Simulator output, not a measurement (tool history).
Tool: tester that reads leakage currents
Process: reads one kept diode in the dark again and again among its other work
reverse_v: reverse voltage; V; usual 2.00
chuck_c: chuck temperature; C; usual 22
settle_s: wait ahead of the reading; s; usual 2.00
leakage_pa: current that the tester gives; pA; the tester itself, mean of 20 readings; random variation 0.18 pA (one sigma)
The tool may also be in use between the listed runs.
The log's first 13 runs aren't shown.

{"run": 14, "hour": 344.0, "reverse_v": 17.17, "chuck_c": 22, "settle_s": 2.0, "leakage_pa": 189.66}
{"run": 15, "hour": 371.5, "reverse_v": 2.0, "chuck_c": 22, "settle_s": 2.0, "leakage_pa": 59.74}
{"run": 16, "hour": 394.5, "reverse_v": 2.0, "chuck_c": 22, "settle_s": 2.0, "leakage_pa": 59.65}
{"run": 17, "hour": 433.1, "reverse_v": 2.0, "chuck_c": 22, "settle_s": 2.0, "leakage_pa": 59.91}
{"run": 18, "hour": 462.8, "reverse_v": 2.0, "chuck_c": 22, "settle_s": 2.0, "leakage_pa": 59.41}
{"run": 19, "hour": 480.5, "reverse_v": 2.0, "chuck_c": 22, "settle_s": 2.0, "leakage_pa": 59.85}
{"run": 20, "hour": 512.5, "reverse_v": 2.0, "chuck_c": 22, "settle_s": 0.44, "leakage_pa": 60.47}
{"run": 21, "hour": 546.0, "reverse_v": 2.0, "chuck_c": 22, "settle_s": 0.44, "leakage_pa": 60.13}
{"run": 22, "hour": 563.3, "reverse_v": 2.0, "chuck_c": 22, "settle_s": 0.44, "leakage_pa": 60.18}
{"run": 23, "hour": 586.4, "reverse_v": 2.26, "chuck_c": 43, "settle_s": 2.66, "leakage_pa": 277.05}
{"run": 24, "hour": 615.4, "reverse_v": 2.26, "chuck_c": 43, "settle_s": 2.66, "leakage_pa": 276.56}
{"run": 25, "hour": 634.3, "reverse_v": 7.0, "chuck_c": 34, "settle_s": 2.66, "leakage_pa": 273.4}
{"run": 26, "hour": 662.1, "reverse_v": 7.0, "chuck_c": 34, "settle_s": 1.0, "leakage_pa": 273.38}
{"run": 27, "hour": 681.8, "reverse_v": 14.03, "chuck_c": 22, "settle_s": 2.0, "leakage_pa": 169.41}
{"run": 28, "hour": 699.6, "reverse_v": 2.0, "chuck_c": 22, "settle_s": 2.67, "leakage_pa": 59.26}
{"run": 29, "hour": 723.5, "reverse_v": 18.49, "chuck_c": 22, "settle_s": 1.46, "leakage_pa": 197.71}
{"run": 30, "hour": 742.8, "reverse_v": 18.49, "chuck_c": 22, "settle_s": 1.46, "leakage_pa": 197.98}
{"run": 31, "hour": 775.9, "reverse_v": 2.0, "chuck_c": 34, "settle_s": 0.43, "leakage_pa": 140.26}
{"run": 32, "hour": 803.5, "reverse_v": 2.0, "chuck_c": 34, "settle_s": 0.43, "leakage_pa": 140.95}
{"run": 33, "hour": 840.1, "reverse_v": 6.76, "chuck_c": 27, "settle_s": 2.84, "leakage_pa": 162.75}
{"run": 34, "hour": 877.2, "reverse_v": 1.17, "chuck_c": 22, "settle_s": 0.51, "leakage_pa": 44.57}
{"run": 35, "hour": 895.2, "reverse_v": 12.5, "chuck_c": 37, "settle_s": 2.88, "leakage_pa": 450.49}
{"run": 36, "hour": 928.2, "reverse_v": 1.3, "chuck_c": 56, "settle_s": 2.88, "leakage_pa": 465.24}
{"run": 37, "hour": 957.2, "reverse_v": 14.75, "chuck_c": 21, "settle_s": 0.38, "leakage_pa": 169.17}

4 ways to go on from here, each from the tool as it stands after run 37. What would each give?
{"run": "A", "hour": 972.9, "reverse_v": 1.09, "chuck_c": 21, "settle_s": 0.38, "leakage_pa": "?"}
{"run": "B", "hour": 972.9, "reverse_v": 12.94, "chuck_c": 47, "settle_s": 2.88, "leakage_pa": "?"}
{"run": "C", "hour": 972.9, "reverse_v": 12.48, "chuck_c": 22, "settle_s": 0.54, "leakage_pa": "?"}
{"run": "D", "hour": 972.9, "reverse_v": 4.75, "chuck_c": 37, "settle_s": 1.25, "leakage_pa": "?"}

run=A leakage_pa=40.10
run=B leakage_pa=883.72
run=C leakage_pa=161.92
run=D leakage_pa=270.38
Without the tool's hidden state the same runs would have given:
run=A leakage_pa=40.43
run=B leakage_pa=893.15
run=C leakage_pa=158.96
run=D leakage_pa=273.27

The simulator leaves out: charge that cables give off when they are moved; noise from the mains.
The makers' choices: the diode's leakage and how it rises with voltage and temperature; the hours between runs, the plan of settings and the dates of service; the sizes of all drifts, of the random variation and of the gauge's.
